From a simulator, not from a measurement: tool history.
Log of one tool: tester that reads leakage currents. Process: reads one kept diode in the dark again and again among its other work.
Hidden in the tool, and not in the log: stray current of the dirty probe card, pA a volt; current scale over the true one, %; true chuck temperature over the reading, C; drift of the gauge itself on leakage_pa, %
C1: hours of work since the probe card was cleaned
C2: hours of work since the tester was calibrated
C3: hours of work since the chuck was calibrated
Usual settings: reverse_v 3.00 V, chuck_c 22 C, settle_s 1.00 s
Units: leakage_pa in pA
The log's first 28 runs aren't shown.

Run 29, hour 3869.4: usual settings but reverse_v 6.13 V, chuck_c 28 C, settle_s 1.33 s; C1 509; C2 1656; C3 792. Result: leakage_pa 22.15 pA.
Run 30, hour 3990.7: usual settings but reverse_v 6.13 V, chuck_c 28 C, settle_s 1.33 s; C1 594; C2 1741; C3 877. Result: leakage_pa 22.62 pA.
Run 31, hour 4156.9: usual settings but settle_s 0.94 s; C1 711; C2 1858; C3 993. Result: leakage_pa 10.96 pA.
Run 32, hour 4349.2: usual settings but settle_s 0.94 s; C1 845; C2 1992; C3 1128. Result: leakage_pa 11.22 pA.
Run 33, hour 4499.7: usual settings but reverse_v 18.42 V, chuck_c 20 C, settle_s 5.55 s; C1 951; C2 2098; C3 1233. Result: leakage_pa 27.29 pA.
Run 34, hour 4606.0: usual settings but reverse_v 18.42 V, chuck_c 20 C, settle_s 5.55 s; C1 1025; C2 2172; C3 1308. Result: leakage_pa 28.41 pA.
Run 35, hour 4754.7: usual settings but reverse_v 1.64 V, settle_s 0.58 s; C1 1129; C2 2276; C3 1412. Result: leakage_pa 9.01 pA.
Run 36, hour 4901.8: usual settings but reverse_v 17.36 V, chuck_c 38 C, settle_s 1.08 s; C1 1232; C2 2379; C3 1515. Result: leakage_pa 84.02 pA.
Run 37, hour 4996.5: usual settings but reverse_v 1.38 V, chuck_c 38 C, settle_s 0.78 s; C1 1299; C2 2446; C3 1581. Result: leakage_pa 25.67 pA.
Run 38, hour 5085.7: usual settings but reverse_v 1.06 V, chuck_c 58 C, settle_s 5.55 s; C1 1361; C2 2508; C3 1644. Result: leakage_pa 91.48 pA.
Run 39, hour 5177.0: usual settings but reverse_v 6.28 V, chuck_c 43 C, settle_s 0.35 s; C1 1425; C2 2572; C3 1708. Result: leakage_pa 74.45 pA.
Run 40, hour 5291.7: usual settings but reverse_v 7.42 V, chuck_c 38 C, settle_s 3.40 s; C1 1506; C2 2653; C3 1788. Result: leakage_pa 56.28 pA.

3 ways to go on from here, each from the tool as it stands after run 40. What would each give?
Run A, hour 5372.1: usual settings but reverse_v 2.08 V, settle_s 2.11 s; C1 1562; C2 2709; C3 1844. Result: leakage_pa ?.
Run B, hour 5372.1: usual settings but reverse_v 19.53 V, chuck_c 32 C; C1 1562; C2 2709; C3 1844. Result: leakage_pa ?.
Run C, hour 5372.1: usual settings but chuck_c 58 C, settle_s 0.52 s; C1 1562; C2 2709; C3 1844. Result: leakage_pa ?.

run  leakage_pa
  A       10.41
  B       68.18
  C      143.91
Without the tool's hidden state the same runs would have given:
run  leakage_pa
  A        7.28
  B       44.04
  C      124.10
